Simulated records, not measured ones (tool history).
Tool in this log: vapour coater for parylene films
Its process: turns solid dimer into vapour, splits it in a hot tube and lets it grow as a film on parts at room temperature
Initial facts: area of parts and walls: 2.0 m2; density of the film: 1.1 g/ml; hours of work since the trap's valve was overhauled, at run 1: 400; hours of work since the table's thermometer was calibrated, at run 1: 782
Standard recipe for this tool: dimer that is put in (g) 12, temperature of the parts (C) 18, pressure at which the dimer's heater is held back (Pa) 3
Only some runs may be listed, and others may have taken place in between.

run   hour  dimer that is put in (g)  temperature of the parts (C)  pressure at which the dimer's heater is held back (Pa)  hours of work since the trap's valve was overhauled  hours of work since the table's thermometer was calibrated  thickness of the film (µm)
  1      0                        12                            18                                                       3                                                  400                                                         782                        2.32
      29.5  -- trap's valve overhauled
  2   32.6                        12                            18                                                       3                                                    3                                                         806                        2.59
  3   54.8                        15                            18                                                       3                                                   22                                                         825                        3.21
  4   83.4                        15                            18                                                       3                                                   46                                                         850                        3.21
  5  106.9                        12                            18                                                       3                                                   66                                                         870                        2.55
  6  130.7                        12                            18                                                       3                                                   86                                                         890                         2.6
  7  156.8                        12                            18                                                       3                                                  109                                                         912                        2.52
  8  178.1                         7                            18                                                       3                                                  127                                                         931                        1.47
  9  202.3                         7                            18                                                       3                                                  147                                                         951                        1.45
 10  236.8                         7                            18                                                       3                                                  177                                                         981                        1.42
     240.6  -- table's thermometer calibrated
 11  274.8                         7                            18                                                       3                                                  209                                                          29                        1.48
 12  312.2                        12                            12                                                       3                                                  240                                                          61                        3.29
 13  347.7                        12                            12                                                       3                                                  271                                                          91                        3.22
 14  370.9                        12                            18                                                       3                                                  291                                                         111                        2.46
 15  412.1                        12                            18                                                    4.95                                                  326                                                         146                         2.3
       427  -- table's thermometer calibrated, once more
 16  434.3                        12                            20                                                    4.95                                                  344                                                           6                        2.02
 17    455                        12                            18                                                       3                                                  362                                                          24                         2.3
 18  488.5                        12                            18                                                       3                                                  390                                                          52                        2.31
 19  515.9                        12                            18                                                       3                                                  414                                                          76                        2.28
     528.8  -- trap's valve overhauled
 20  560.2                        12                            18                                                       3                                                   27                                                         110                        2.54
 21  606.3                        12                            18                                                       3                                                   66                                                         150                        2.56
 22  633.4                         7                            18                                                   11.13                                                   89                                                         173                        1.25
 23  681.8                         9                            13                                                    5.07                                                  131                                                         214                        2.21
 24  715.4                        10                            21                                                    3.66                                                  159                                                         243                        1.72
 25  757.9                        10                            21                                                    3.66                                                  196                                                         279                        1.75
 26  801.2                         6                            18                                                    2.91                                                  232                                                         316                        1.23
 27    844                         9                            13                                                    4.47                                                  269                                                         353                        2.15
 28  864.5                         6                            24                                                    6.52                                                  287                                                         370                        0.85
 29  896.4                         6                            24                                                    6.52                                                  314                                                         397                        0.84
 30  931.3                         6                            24                                                    6.52                                                  344                                                         427                        0.82

Run 31 comes next. What will it give?
 31   960                        13                            17                                                       3                                                  368                                                         452                           ?

thickness of the film (µm): 2.67
Were there no unlogged condition in the tool, this run, its random variation unchanged, would have produced thickness of the film (µm) 2.95.
